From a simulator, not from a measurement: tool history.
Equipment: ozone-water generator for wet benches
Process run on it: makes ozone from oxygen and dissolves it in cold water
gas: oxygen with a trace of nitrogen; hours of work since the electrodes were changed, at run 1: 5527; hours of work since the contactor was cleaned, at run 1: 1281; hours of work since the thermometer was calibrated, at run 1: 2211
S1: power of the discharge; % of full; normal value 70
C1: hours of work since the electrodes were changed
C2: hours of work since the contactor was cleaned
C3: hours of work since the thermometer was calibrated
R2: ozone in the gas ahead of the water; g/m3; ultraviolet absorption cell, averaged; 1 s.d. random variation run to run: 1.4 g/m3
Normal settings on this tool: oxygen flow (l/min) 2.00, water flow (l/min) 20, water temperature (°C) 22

Run 1, hour 0.0: usual settings; C1 5527; C2 1281; C3 2211. Result: dissolved ozone (ppm) 12.0, R2 185.5 g/m3.
Run 2, hour 96.4: usual settings but water flow (l/min) 29; C1 5604; C2 1358; C3 2289. Result: dissolved ozone (ppm) 8.3, R2 184.0 g/m3.
Run 3, hour 260.1: usual settings; C1 5735; C2 1489; C3 2420. Result: dissolved ozone (ppm) 11.3, R2 183.0 g/m3.
Run 4, hour 359.6: usual settings; C1 5815; C2 1569; C3 2499. Result: dissolved ozone (ppm) 11.2, R2 183.2 g/m3.
At hour 412.0: electrodes of the discharge changed.
Run 5, hour 448.5: usual settings; C1 29; C2 1635; C3 2566. Result: dissolved ozone (ppm) 16.0, R2 254.2 g/m3.
Run 6, hour 545.1: usual settings; C1 107; C2 1713; C3 2643. Result: dissolved ozone (ppm) 15.8, R2 254.5 g/m3.
Run 7, hour 655.6: usual settings but oxygen flow (l/min) 2.68; C1 195; C2 1801; C3 2732. Result: dissolved ozone (ppm) 16.4, R2 212.2 g/m3.
Run 8, hour 816.0: usual settings but oxygen flow (l/min) 2.68; C1 324; C2 1930; C3 2860. Result: dissolved ozone (ppm) 16.4, R2 210.9 g/m3.
Run 9, hour 972.4: usual settings but oxygen flow (l/min) 2.68; C1 449; C2 2055; C3 2985. Result: dissolved ozone (ppm) 16.3, R2 209.1 g/m3.
Run 10, hour 1067.0: usual settings but oxygen flow (l/min) 2.68; C1 525; C2 2131; C3 3061. Result: dissolved ozone (ppm) 16.2, R2 208.8 g/m3.
Run 11, hour 1244.1: usual settings but oxygen flow (l/min) 2.68; C1 667; C2 2273; C3 3203. Result: dissolved ozone (ppm) 16.1, R2 208.1 g/m3.
Run 12, hour 1395.8: usual settings but oxygen flow (l/min) 2.68; C1 788; C2 2394; C3 3325. Result: dissolved ozone (ppm) 15.5, R2 206.8 g/m3.
At hour 1445.3: contactor cleaned.
Run 13, hour 1549.8: usual settings but S1 67 % of full, oxygen flow (l/min) 1.09, water flow (l/min) 28; C1 908; C2 84; C3 3445. Result: dissolved ozone (ppm) 9.7, R2 344.4 g/m3.
Run 14, hour 1684.2: usual settings but S1 67 % of full, oxygen flow (l/min) 1.68, water flow (l/min) 28; C1 1016; C2 191; C3 3552. Result: dissolved ozone (ppm) 10.4, R2 262.3 g/m3.
Run 15, hour 1858.3: usual settings but water temperature (°C) 18; C1 1155; C2 331; C3 3692. Result: dissolved ozone (ppm) 15.5, R2 242.6 g/m3.
Run 16, hour 2045.9: usual settings but water temperature (°C) 18; C1 1306; C2 481; C3 3842. Result: dissolved ozone (ppm) 15.5, R2 237.6 g/m3.
Run 17, hour 2232.1: usual settings but water flow (l/min) 17, water temperature (°C) 18; C1 1455; C2 630; C3 3991. Result: dissolved ozone (ppm) 17.9, R2 236.8 g/m3.
Run 18, hour 2344.3: usual settings but S1 89 % of full, water flow (l/min) 16, water temperature (°C) 15; C1 1545; C2 720; C3 4081. Result: dissolved ozone (ppm) 21.6, R2 266.0 g/m3.
Run 19, hour 2469.9: usual settings but S1 89 % of full, water flow (l/min) 16, water temperature (°C) 15; C1 1645; C2 821; C3 4182. Result: dissolved ozone (ppm) 21.7, R2 261.8 g/m3.
Run 20, hour 2589.2: usual settings but S1 89 % of full, oxygen flow (l/min) 3.30, water flow (l/min) 22, water temperature (°C) 20; C1 1741; C2 916; C3 4277. Result: dissolved ozone (ppm) 16.4, R2 194.6 g/m3.
Run 21, hour 2751.9: usual settings but S1 79 % of full, oxygen flow (l/min) 3.54, water flow (l/min) 17, water temperature (°C) 26; C1 1871; C2 1047; C3 4408. Result: dissolved ozone (ppm) 17.2, R2 177.1 g/m3.
Run 22, hour 2877.1: usual settings but S1 79 % of full, oxygen flow (l/min) 2.15, water flow (l/min) 21, water temperature (°C) 26; C1 1971; C2 1147; C3 4508. Result: dissolved ozone (ppm) 14.3, R2 236.5 g/m3.
At hour 2921.4: water thermometer calibrated.
Run 23, hour 2998.4: usual settings but S1 100 % of full, oxygen flow (l/min) 2.15, water flow (l/min) 21, water temperature (°C) 26; C1 2068; C2 1244; C3 62. Result: dissolved ozone (ppm) 16.0, R2 261.0 g/m3.

Describe how what the log doesn't record of the tool's condition differs between the last listed run preceding each entry between runs and the first listed run following it.
From run 4 to run 5: electrodes of the discharge changed (hour 412.0)
  yield of the discharge, % of new electrodes': 71.2 -> 99.5; contactor's efficiency, % of a clean one's: 95.6 -> 95.4; true water temperature over the reading, C: 0.15 -> 0.16
  the result without the hidden state subtracted from the measured one, dissolved ozone (ppm): -4.9 -> -0.4; R2: -74.3 -> -1.2 g/m3
From run 12 to run 13: contactor cleaned (hour 1445.3)
  yield of the discharge, % of new electrodes': 95.8 -> 95.3; contactor's efficiency, % of a clean one's: 94 -> 99.3; true water temperature over the reading, C: 0.19 -> 0.2
  the result without the hidden state subtracted from the measured one, dissolved ozone (ppm): -1.0 -> -0.5; R2: -9.0 -> -16.7 g/m3
From run 22 to run 23: water thermometer calibrated (hour 2921.4)
  yield of the discharge, % of new electrodes': 89.9 -> 89.5; contactor's efficiency, % of a clean one's: 97.2 -> 97; true water temperature over the reading, C: 0.25 -> 0.08
  the result without the hidden state subtracted from the measured one, dissolved ozone (ppm): -2.0 -> -2.4; R2: -28.2 -> -37.0 g/m3
